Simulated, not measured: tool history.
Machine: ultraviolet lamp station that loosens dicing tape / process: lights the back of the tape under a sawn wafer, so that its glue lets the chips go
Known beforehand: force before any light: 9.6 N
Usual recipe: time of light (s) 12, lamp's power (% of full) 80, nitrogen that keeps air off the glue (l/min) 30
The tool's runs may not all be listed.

run   hour  time of light (s)  lamp's power (% of full)  nitrogen that keeps air off the glue (l/min)  force that peels the tape off (N)  light that reached the tape (mJ/cm²)
  1      0                 12                        80                                            30                              0.342                                   341
  2   14.3                 13                        80                                            30                              0.304                                   361
  3     40                 13                        87                                            30                              0.291                                   391
  4   64.4                 13                        87                                            30                              0.288                                   380
  5   92.3                 12                        80                                            23                              0.455                                   319
  6    120                 12                        80                                            30                              0.401                                   316
  7  153.5                 12                        80                                            30                              0.416                                   311
  8  171.9                 12                        80                                            30                              0.415                                   304
  9  188.7                 12                        80                                            33                              0.401                                   300
 10  206.6                 12                        80                                            33                              0.416                                   296
 11  225.7                 12                        80                                            30                              0.432                                   296
 12  254.4                 12                        80                                            30                              0.456                                   289
 13  282.5                 12                        82                                            30                              0.461                                   294
 14  316.2                  7                        80                                            30                              1.417                                   164
 15  331.1                 21                        80                                            13                              0.333                                   492
 16  352.5                 12                        80                                            34                              0.452                                   274
 17  367.2                 12                        82                                            15                              0.873                                   276
 18  385.7                 12                        82                                            15                              0.898                                   279
     387.9  -- window cleaned of glue's vapour
 19  407.4                 12                        82                                            15                              0.942                                   264
 20  421.6                  7                        61                                            12                              3.761                                   116
 21  453.7                  8                        72                                            10                              2.983                                   150
 22  469.7                 22                        92                                            10                              0.334                                   531
 23    484                 22                        92                                            10                              0.345                                   525
 24  503.9                 22                        92                                            10                              0.349                                   521
 25  527.6                 11                        64                                            22                              1.505                                   180
 26  543.6                  7                        66                                            19                              2.971                                   115
       577  -- window cleaned of glue's vapour, once more
 27    577                 16                        61                                            22                              0.663                                   268
 28  599.1                 16                        61                                            22                              0.724                                   268

Below are 4 alternative next runs, each starting from the tool's condition after run 28. Predict each:
  A  615.6                 11                        92                                            13                                  ?                                     ?
  B  615.6                 12                        80                                            52                                  ?                                     ?
  C  615.6                 10                        92                                            13                                  ?                                     ?
  D  615.6                 16                        67                                            22                                  ?                                     ?

run  force that peels the tape off (N)  light that reached the tape (mJ/cm²)
  A                              1.055                                   269
  B                              0.411                                   258
  C                              1.256                                   245
  D                              0.592                                   284
The same runs, with their run-to-run variation unchanged, on a tool lacking any hidden condition would have given:
run  force that peels the tape off (N)  light that reached the tape (mJ/cm²)
  A                              0.483                                   395
  B                              0.244                                   379
  C                              0.581                                   360
  D                              0.289                                   417
